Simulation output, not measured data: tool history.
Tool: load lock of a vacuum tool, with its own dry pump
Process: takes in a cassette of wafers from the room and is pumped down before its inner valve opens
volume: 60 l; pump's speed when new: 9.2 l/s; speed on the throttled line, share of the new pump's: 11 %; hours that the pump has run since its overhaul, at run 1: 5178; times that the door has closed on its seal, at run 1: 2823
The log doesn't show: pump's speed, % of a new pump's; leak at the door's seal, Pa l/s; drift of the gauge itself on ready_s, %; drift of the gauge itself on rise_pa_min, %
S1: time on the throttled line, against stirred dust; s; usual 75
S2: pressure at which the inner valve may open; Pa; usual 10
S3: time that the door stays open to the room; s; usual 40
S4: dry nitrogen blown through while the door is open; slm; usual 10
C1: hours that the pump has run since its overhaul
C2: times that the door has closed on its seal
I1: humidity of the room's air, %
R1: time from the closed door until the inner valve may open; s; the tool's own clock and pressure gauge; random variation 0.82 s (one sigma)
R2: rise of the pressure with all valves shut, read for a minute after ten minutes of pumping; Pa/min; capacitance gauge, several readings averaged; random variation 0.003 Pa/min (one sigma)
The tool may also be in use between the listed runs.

run    hour   S1  S2   S3  S4     C1     C2    I1     R1     R2
  1     0.0   75  10   40  10   5178   2823  43.9  127.1  0.029
  2   166.3   75  10   40   6   5344   3006  46.6  126.3  0.035
  3   450.2   75  10   40   6   5628   3318  46.1  127.2  0.035
  4   627.0   84  10   40  10   5805   3513  45.7  136.3  0.037
  5   929.0   75   7   40  10   6107   3845  45.3  128.2  0.029
  6  1080.1   75  10   40  10   6258   4011  41.4  127.5  0.027
  7  1343.9   75  10   40  10   6521   4302  41.3  127.1  0.024
  8  1478.1   75  10   40  10   6656   4449  44.3  127.0  0.033
  9  1771.3   75  10   40  10   6949   4772  46.9  126.9  0.030
 10  2074.6   75  10   40  10   7252   5106  47.3  128.2  0.030
 11  2277.9   75  17   40  10   7456   5329  43.1  123.1  0.028
 12  2423.3   75  17   40  10   7601   5489  43.7  124.2  0.028
 13  2746.5   75  17   40  10   7924   5845  46.2  124.0  0.030
 14  2987.5   75  17   40  10   8165   6110  43.3  122.7  0.034
 15  3152.1   75  17   40  10   8330   6291  43.7  123.2  0.022
 16  3351.8   75  17   40  10   8529   6511  44.7  123.1  0.031
 17  3595.3   56  17   40  10   8773   6779  47.4  106.7  0.031
 18  3881.8   75  12   26  10   9059   7094  47.5  126.6  0.027
 19  4070.6   75  12   26  10   9248   7302  43.2  124.7  0.022
 20  4385.9   52  10   62   5   9564   7649  45.5  107.5  0.043
 21  4649.9   75  11   38  10   9827   7939  43.1  125.8  0.030
 22  4823.5  148  10   29  30  10001   8130  45.9  191.3  0.013
 23  5001.1  148  10   29  30  10179   8326  45.4  192.0  0.019
 24  5206.2  148  11   29   8  10384   8552  44.3  192.0  0.031
 25  5370.9  148  14  150   8  10549   8733  44.9  192.2  0.064
 26  5504.7   50  10   34  10  10682   8880  47.3  104.9  0.027
 27  5692.5   50  10   34  10  10870   9087  47.2  104.4  0.032
 28  5970.0  130   8   34  10  11148   9392  47.9  177.0  0.025
 29  6173.0   42  10   50  10  11351   9615  44.7   98.2  0.035
 30  6492.9  121  19   50   7  11671   9967  48.1  163.3  0.037
 31  6728.3   75  10  221  10  11906  10226  47.1  127.1  0.067
 32  6881.9   75  10  221  10  12060  10395  43.7  125.3  0.069
 33  7113.9   75  10  221   7  12292  10651  47.7  127.3  0.078

Forecast each of these 3 alternatives for the next run:
  A  7284.8  112  13   50   7  12462  10839  46.8   ?   ?
  B  7284.8   75  10  221   4  12462  10839  47.6   ?   ?
  C  7284.8   75  19   40  23  12462  10839  47.7   ?   ?

run     R1     R2
  A  157.0  0.038
  B  126.5  0.089
  C  122.2  0.017
Without the tool's hidden state the same runs would have given:
run     R1     R2
  A  157.0  0.037
  B  126.5  0.089
  C  122.2  0.017

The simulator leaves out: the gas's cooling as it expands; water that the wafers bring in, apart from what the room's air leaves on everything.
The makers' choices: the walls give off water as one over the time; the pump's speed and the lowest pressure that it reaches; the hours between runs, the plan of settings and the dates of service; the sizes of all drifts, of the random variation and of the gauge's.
